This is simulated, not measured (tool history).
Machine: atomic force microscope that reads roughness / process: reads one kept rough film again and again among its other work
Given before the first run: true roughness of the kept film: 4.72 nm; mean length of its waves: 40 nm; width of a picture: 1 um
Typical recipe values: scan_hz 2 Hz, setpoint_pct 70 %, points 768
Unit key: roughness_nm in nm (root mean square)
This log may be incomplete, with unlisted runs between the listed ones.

{"run": 1, "hour": 0.0, "scan_hz": 2, "setpoint_pct": 70, "points": 768, "roughness_nm": 3.225}
{"run": 2, "hour": 15.8, "scan_hz": 2, "setpoint_pct": 70, "points": 768, "roughness_nm": 3.155}
{"run": 3, "hour": 31.9, "scan_hz": 2, "setpoint_pct": 70, "points": 768, "roughness_nm": 3.054}
{"hour": 36.8, "done": "new tip fitted"}
{"run": 4, "hour": 46.7, "scan_hz": 3.23, "setpoint_pct": 70, "points": 768, "roughness_nm": 3.782}
{"run": 5, "hour": 63.3, "scan_hz": 2, "setpoint_pct": 70, "points": 768, "roughness_nm": 3.77}
{"run": 6, "hour": 78.9, "scan_hz": 2, "setpoint_pct": 70, "points": 768, "roughness_nm": 3.632}
{"run": 7, "hour": 92.9, "scan_hz": 2, "setpoint_pct": 68, "points": 768, "roughness_nm": 3.542}
{"run": 8, "hour": 107.9, "scan_hz": 2, "setpoint_pct": 78, "points": 768, "roughness_nm": 3.313}
{"run": 9, "hour": 117.6, "scan_hz": 2, "setpoint_pct": 81, "points": 768, "roughness_nm": 3.214}
{"run": 10, "hour": 125.2, "scan_hz": 2, "setpoint_pct": 70, "points": 768, "roughness_nm": 3.296}
{"run": 11, "hour": 137.7, "scan_hz": 2, "setpoint_pct": 70, "points": 768, "roughness_nm": 3.219}
{"run": 12, "hour": 150.5, "scan_hz": 2, "setpoint_pct": 70, "points": 768, "roughness_nm": 3.146}
{"run": 13, "hour": 166.6, "scan_hz": 2, "setpoint_pct": 70, "points": 768, "roughness_nm": 3.054}
{"hour": 168.4, "done": "new tip fitted"}
{"hour": 169.4, "done": "height scale calibrated on a step standard"}
{"run": 14, "hour": 176.4, "scan_hz": 2, "setpoint_pct": 70, "points": 768, "roughness_nm": 3.892}
{"run": 15, "hour": 184.4, "scan_hz": 2, "setpoint_pct": 70, "points": 385, "roughness_nm": 3.818}
{"hour": 203.2, "done": "height scale calibrated on a step standard, once more"}
{"run": 16, "hour": 203.3, "scan_hz": 3.77, "setpoint_pct": 70, "points": 783, "roughness_nm": 3.519}
{"run": 17, "hour": 213.5, "scan_hz": 3.77, "setpoint_pct": 70, "points": 783, "roughness_nm": 3.444}
{"run": 18, "hour": 222.7, "scan_hz": 3.77, "setpoint_pct": 70, "points": 783, "roughness_nm": 3.352}
{"run": 19, "hour": 230.6, "scan_hz": 1.93, "setpoint_pct": 70, "points": 957, "roughness_nm": 3.514}
{"run": 20, "hour": 242.1, "scan_hz": 1.93, "setpoint_pct": 70, "points": 957, "roughness_nm": 3.419}
{"run": 21, "hour": 257.3, "scan_hz": 3.81, "setpoint_pct": 72, "points": 978, "roughness_nm": 3.131}
{"run": 22, "hour": 271.6, "scan_hz": 3.81, "setpoint_pct": 72, "points": 978, "roughness_nm": 3.047}
{"run": 23, "hour": 282.5, "scan_hz": 0.88, "setpoint_pct": 77, "points": 706, "roughness_nm": 3.218}
{"run": 24, "hour": 292.7, "scan_hz": 3.58, "setpoint_pct": 58, "points": 853, "roughness_nm": 3.117}
{"hour": 301.3, "done": "new tip fitted"}
{"run": 25, "hour": 307.0, "scan_hz": 2, "setpoint_pct": 71, "points": 518, "roughness_nm": 3.907}
{"run": 26, "hour": 324.2, "scan_hz": 2, "setpoint_pct": 71, "points": 518, "roughness_nm": 3.773}
{"run": 27, "hour": 336.4, "scan_hz": 2, "setpoint_pct": 71, "points": 518, "roughness_nm": 3.658}

What does the tool deliver on the next run?
{"run": 28, "hour": 346.5, "scan_hz": 1.47, "setpoint_pct": 83, "points": 371, "roughness_nm": "?"}

roughness_nm: 3.553 nm (root mean square)
Had the tool carried no hidden state, the very same run would have given roughness_nm 3.93 nm (root mean square).
